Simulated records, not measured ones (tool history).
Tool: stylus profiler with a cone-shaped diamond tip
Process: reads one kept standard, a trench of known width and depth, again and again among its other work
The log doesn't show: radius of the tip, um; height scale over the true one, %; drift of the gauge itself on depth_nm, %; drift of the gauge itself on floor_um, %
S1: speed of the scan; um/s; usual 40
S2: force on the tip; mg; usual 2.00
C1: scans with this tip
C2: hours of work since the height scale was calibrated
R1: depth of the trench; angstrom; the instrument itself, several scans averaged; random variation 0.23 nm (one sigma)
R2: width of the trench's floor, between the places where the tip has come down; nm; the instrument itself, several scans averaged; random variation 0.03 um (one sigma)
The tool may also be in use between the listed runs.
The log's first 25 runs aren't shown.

| run | day | S1 | S2 | C1 | C2 | R1 | R2 |
|---|---|---|---|---|---|---|---|
| 26 | 26.192 | 40 | 0.73 | 12113 | 984 | 10106.1 | 90430 |
| 27 | 26.871 | 66 | 1.56 | 12228 | 993 | 10147.5 | 90370 |
| 28 | 27.792 | 41 | 4.93 | 12384 | 1006 | 10260.5 | 90560 |
| 29 | 29.096 | 41 | 4.93 | 12605 | 1024 | 10264.7 | 90600 |
| 30 | 29.750 | 72 | 1.44 | 12715 | 1033 | 10139.1 | 90260 |
| 31 | 30.942 | 21 | 2.08 | 12916 | 1049 | 10170.5 | 90500 |
| 32 | 32.312 | 21 | 2.08 | 13149 | 1068 | 10172.4 | 90460 |
| 33 | 33.200 | 97 | 1.73 | 13299 | 1080 | 10156.2 | 90060 |
| 34 | 34.533 | 40 | 2.35 | 13524 | 1098 | 10183.6 | 90270 |
| 35 | 35.146 | 12 | 1.06 | 13628 | 1107 | 10126.2 | 90330 |
| 36 | 36.508 | 10 | 1.34 | 13858 | 1125 | 10142.3 | 90320 |

4 ways to go on from here, each from the tool as it stands after run 36. What would each give?
| A | 37.575 | 14 | 5.47 | 14039 | 1140 | ? | ? |
| B | 37.575 | 72 | 1.93 | 14039 | 1140 | ? | ? |
| C | 37.575 | 10 | 1.34 | 14039 | 1140 | ? | ? |
| D | 37.575 | 110 | 4.42 | 14039 | 1140 | ? | ? |

| run | R1 | R2 |
|---|---|---|
| A | 10290.9 | 90280 |
| B | 10166.1 | 90000 |
| C | 10140.7 | 90250 |
| D | 10255.7 | 90010 |
Without the tool's hidden state the same runs would have given:
| run | R1 | R2 |
|---|---|---|
| A | 10240.9 | 93940 |
| B | 10116.8 | 93650 |
| C | 10091.5 | 93910 |
| D | 10205.9 | 93660 |
